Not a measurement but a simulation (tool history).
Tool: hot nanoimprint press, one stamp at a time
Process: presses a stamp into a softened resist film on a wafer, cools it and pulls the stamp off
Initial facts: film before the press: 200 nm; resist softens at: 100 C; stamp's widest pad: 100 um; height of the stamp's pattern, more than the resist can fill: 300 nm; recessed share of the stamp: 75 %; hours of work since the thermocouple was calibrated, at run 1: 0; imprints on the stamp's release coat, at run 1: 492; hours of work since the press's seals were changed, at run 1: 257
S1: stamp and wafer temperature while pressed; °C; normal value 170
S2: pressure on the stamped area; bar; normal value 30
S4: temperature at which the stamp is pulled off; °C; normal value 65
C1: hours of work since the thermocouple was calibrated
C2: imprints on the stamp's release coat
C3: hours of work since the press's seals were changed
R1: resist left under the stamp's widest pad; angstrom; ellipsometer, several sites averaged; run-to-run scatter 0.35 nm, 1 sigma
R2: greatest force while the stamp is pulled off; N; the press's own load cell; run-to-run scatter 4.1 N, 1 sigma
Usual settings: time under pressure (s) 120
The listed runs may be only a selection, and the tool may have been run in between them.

{"run": 1, "day": 0.0, "S1": 170, "S2": 30, "time under pressure (s)": 120, "S4": 65, "C1": 0, "C2": 492, "C3": 257, "R1": 870, "R2": 208}
{"run": 2, "day": 0.425, "S1": 181, "S2": 30, "time under pressure (s)": 120, "S4": 65, "C1": 7, "C2": 518, "C3": 264, "R1": 503, "R2": 195}
{"run": 3, "day": 1.121, "S1": 181, "S2": 30, "time under pressure (s)": 120, "S4": 65, "C1": 18, "C2": 559, "C3": 276, "R1": 505, "R2": 205}
{"run": 4, "day": 1.512, "S1": 181, "S2": 30, "time under pressure (s)": 120, "S4": 65, "C1": 25, "C2": 582, "C3": 282, "R1": 497, "R2": 201}
{"run": 5, "day": 2.446, "S1": 175, "S2": 30, "time under pressure (s)": 120, "S4": 65, "C1": 40, "C2": 637, "C3": 298, "R1": 668, "R2": 200}
{"run": 6, "day": 3.167, "S1": 162, "S2": 30, "time under pressure (s)": 120, "S4": 65, "C1": 52, "C2": 680, "C3": 310, "R1": 1242, "R2": 198}
{"run": 7, "day": 3.808, "S1": 162, "S2": 30, "time under pressure (s)": 120, "S4": 65, "C1": 63, "C2": 718, "C3": 320, "R1": 1239, "R2": 193}
{"run": 8, "day": 4.279, "S1": 162, "S2": 30, "time under pressure (s)": 120, "S4": 65, "C1": 70, "C2": 746, "C3": 328, "R1": 1244, "R2": 200}
{"run": 9, "day": 5.146, "S1": 162, "S2": 30, "time under pressure (s)": 120, "S4": 65, "C1": 85, "C2": 797, "C3": 342, "R1": 1237, "R2": 202}
{"run": 10, "day": 6.021, "S1": 167, "S2": 30, "time under pressure (s)": 120, "S4": 65, "C1": 99, "C2": 848, "C3": 357, "R1": 986, "R2": 203}
{"run": 11, "day": 6.496, "S1": 170, "S2": 30, "time under pressure (s)": 120, "S4": 65, "C1": 107, "C2": 877, "C3": 364, "R1": 861, "R2": 198}
{"run": 12, "day": 7.054, "S1": 170, "S2": 30, "time under pressure (s)": 120, "S4": 65, "C1": 116, "C2": 910, "C3": 374, "R1": 847, "R2": 198}
{"run": 13, "day": 7.762, "S1": 170, "S2": 30, "time under pressure (s)": 120, "S4": 65, "C1": 128, "C2": 952, "C3": 385, "R1": 846, "R2": 196}
{"run": 14, "day": 8.7, "S1": 170, "S2": 30, "time under pressure (s)": 120, "S4": 65, "C1": 143, "C2": 1007, "C3": 401, "R1": 851, "R2": 201}
{"day": 8.854, "done": "gauge calibrated"}
{"run": 15, "day": 9.267, "S1": 170, "S2": 30, "time under pressure (s)": 120, "S4": 65, "C1": 153, "C2": 1041, "C3": 410, "R1": 871, "R2": 200}
{"run": 16, "day": 9.692, "S1": 158, "S2": 24.9, "time under pressure (s)": 200, "S4": 54, "C1": 160, "C2": 1066, "C3": 417, "R1": 1350, "R2": 218}
{"run": 17, "day": 10.262, "S1": 158, "S2": 24.9, "time under pressure (s)": 200, "S4": 54, "C1": 169, "C2": 1099, "C3": 426, "R1": 1345, "R2": 211}
{"run": 18, "day": 10.779, "S1": 181, "S2": 24.9, "time under pressure (s)": 78, "S4": 54, "C1": 178, "C2": 1130, "C3": 435, "R1": 660, "R2": 225}
{"run": 19, "day": 11.167, "S1": 173, "S2": 37.9, "time under pressure (s)": 96, "S4": 53, "C1": 184, "C2": 1153, "C3": 441, "R1": 735, "R2": 213}
{"run": 20, "day": 11.817, "S1": 160, "S2": 30, "time under pressure (s)": 120, "S4": 56, "C1": 195, "C2": 1191, "C3": 452, "R1": 1355, "R2": 212}
{"run": 21, "day": 12.338, "S1": 160, "S2": 30, "time under pressure (s)": 120, "S4": 56, "C1": 203, "C2": 1222, "C3": 461, "R1": 1346, "R2": 221}
{"run": 22, "day": 12.942, "S1": 161, "S2": 30, "time under pressure (s)": 79, "S4": 65, "C1": 213, "C2": 1258, "C3": 471, "R1": 1440, "R2": 207}
{"run": 23, "day": 13.492, "S1": 161, "S2": 30, "time under pressure (s)": 79, "S4": 65, "C1": 222, "C2": 1290, "C3": 480, "R1": 1438, "R2": 200}
{"run": 24, "day": 14.358, "S1": 182, "S2": 30.1, "time under pressure (s)": 120, "S4": 65, "C1": 237, "C2": 1342, "C3": 494, "R1": 473, "R2": 203}
{"run": 25, "day": 15.296, "S1": 167, "S2": 32.7, "time under pressure (s)": 60, "S4": 65, "C1": 252, "C2": 1397, "C3": 509, "R1": 1205, "R2": 199}
{"run": 26, "day": 16.108, "S1": 167, "S2": 32.7, "time under pressure (s)": 60, "S4": 65, "C1": 265, "C2": 1445, "C3": 523, "R1": 1205, "R2": 201}
{"run": 27, "day": 16.858, "S1": 167, "S2": 32.7, "time under pressure (s)": 60, "S4": 65, "C1": 278, "C2": 1490, "C3": 535, "R1": 1201, "R2": 199}

Hidden condition of the tool, last listed run before each entry between runs versus first listed run after:
Run 14 -> run 15: gauge calibrated (day 8.854)
  drift of the gauge itself on residual_nm, %: -2.94 -> -0.14
  what was measured, less what the result would be without the hidden state, R1: -25 -> -1 angstrom
